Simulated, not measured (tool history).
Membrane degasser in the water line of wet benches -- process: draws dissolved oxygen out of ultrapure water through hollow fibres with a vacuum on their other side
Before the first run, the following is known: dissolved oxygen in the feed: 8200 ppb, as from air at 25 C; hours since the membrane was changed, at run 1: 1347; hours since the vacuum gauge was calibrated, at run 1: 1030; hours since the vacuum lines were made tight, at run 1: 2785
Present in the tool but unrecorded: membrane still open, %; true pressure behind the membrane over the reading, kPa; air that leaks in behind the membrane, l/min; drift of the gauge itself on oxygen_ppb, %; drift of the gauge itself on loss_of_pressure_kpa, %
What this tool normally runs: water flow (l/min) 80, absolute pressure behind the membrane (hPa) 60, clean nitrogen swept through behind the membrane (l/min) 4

run     day  water flow (l/min)  absolute pressure behind the membrane (hPa)  clean nitrogen swept through behind the membrane (l/min)  hours since the membrane was changed  hours since the vacuum gauge was calibrated  hours since the vacuum lines were made tight  dissolved oxygen in the water behind the degasser (ppb)  pressure that the water loses in the fibres (hPa)
  1       0                  80                                           60                                                         4                                  1347                                         1030                                          2785                                                    244.1                                              636.6
  2   3.092                  80                                           37                                                         4                                  1421                                         1105                                          2859                                                    147.2                                              636.7
  3   6.083                  80                                           37                                                         4                                  1493                                         1176                                          2931                                                    147.1                                              637.3
  4   9.092                  80                                           37                                                         4                                  1565                                         1249                                          3003                                                    145.9                                              638.1
  5  10.925                  80                                           37                                                         4                                  1609                                         1293                                          3047                                                    143.8                                              636.3
  6  13.125                 123                                           60                                                         4                                  1662                                         1345                                          3100                                                    386.5                                              979.1
  7      15                  80                                           60                                                      3.11                                  1707                                         1390                                          3145                                                    274.7                                              637.8
  8  17.825                  80                                           60                                                         4                                  1775                                         1458                                          3213                                                    244.4                                              638.9
  9  19.646                  80                                        130.1                                                         4                                  1818                                         1502                                          3256                                                    535.7                                              634.3
 10  22.554                  80                                        130.1                                                         4                                  1888                                         1572                                          3326                                                    528.4                                              635.7
 11  24.129                  80                                        130.1                                                         4                                  1926                                         1610                                          3364                                                    539.5                                              633.4
 12  26.575                  80                                        130.1                                                         4                                  1985                                         1668                                          3423                                                      532                                              637.5
 13  28.517                  80                                        130.1                                                         4                                  2031                                         1715                                          3469                                                    527.8                                              636.1
 14  29.967                  80                                        130.1                                                         4                                  2066                                         1750                                          3504                                                    526.5                                              637.9
 15  31.829                  80                                         44.1                                                         4                                  2111                                         1794                                          3549                                                    175.9                                              637.3
 16    34.6                  99                                         44.1                                                         4                                  2177                                         1861                                          3615                                                    223.6                                                786
 17  37.312                  55                                         79.5                                                      3.65                                  2242                                         1926                                          3681                                                    231.3                                              438.5
 18  39.725                  62                                           37                                                      2.02                                  2300                                         1984                                          3738                                                    116.4                                              492.7
 19    41.3                  80                                           60                                                      3.67                                  2338                                         2022                                          3776                                                    250.7                                              636.6
 20  44.042                 101                                         76.8                                                      2.56                                  2404                                         2087                                          3842                                                    503.3                                              800.2
 21  45.854                  48                                         79.2                                                      4.71                                  2447                                         2131                                          3885                                                    166.2                                              380.8
 22  48.683                  48                                           60                                                      5.11                                  2515                                         2199                                          3953                                                    117.9                                                382
 23  50.167                  51                                         53.9                                                       1.9                                  2551                                         2234                                          3989                                                    186.7                                              405.9
 24  51.908                  57                                           60                                                      6.83                                  2592                                         2276                                          4031                                                    131.3                                                452
 25  53.854                 125                                         65.4                                                         4                                  2639                                         2323                                          4078                                                    432.4                                              994.9
 26  55.279                 125                                         65.4                                                         4                                  2673                                         2357                                          4112                                                    428.4                                              991.8
 27  56.854                 125                                         65.4                                                         4                                  2711                                         2395                                          4150                                                      432                                              997.2
 28  58.183                 102                                         40.1                                                     11.35                                  2743                                         2427                                          4181                                                    190.5                                              809.5
 29  60.896                 102                                          110                                                     11.35                                  2808                                         2492                                          4246                                                    328.1                                              809.5
 30  63.992                 128                                        149.9                                                      3.67                                  2882                                         2566                                          4321                                                    965.9                                             1016.4
 31  65.612                  80                                           60                                                      2.81                                  2921                                         2605                                          4360                                                    286.1                                              637.6
 32  68.475                  80                                        108.5                                                      2.51                                  2990                                         2674                                          4428                                                    595.8                                              634.2

Branching from run 32: 4 alternative next runs. What would each branch give?
  A  70.146                 105                                        138.9                                                         4                                  3030                                         2714                                          4469                                                        ?                                                  ?
  B  70.146                  80                                           60                                                       3.2                                  3030                                         2714                                          4469                                                        ?                                                  ?
  C  70.146                  67                                         85.5                                                      2.46                                  3030                                         2714                                          4469                                                        ?                                                  ?
  D  70.146                  80                                         94.4                                                      2.02                                  3030                                         2714                                          4469                                                        ?                                                  ?

run  dissolved oxygen in the water behind the degasser (ppb)  pressure that the water loses in the fibres (hPa)
  A                                                    735.3                                              835.4
  B                                                    267.7                                              630.6
  C                                                    394.1                                                533
  D                                                    588.2                                              634.3
What these runs would have given with no unlogged condition in the tool:
run  dissolved oxygen in the water behind the degasser (ppb)  pressure that the water loses in the fibres (hPa)
  A                                                    734.8                                              835.1
  B                                                    267.2                                              630.4
  C                                                    393.6                                              532.9
  D                                                    587.7                                              634.1
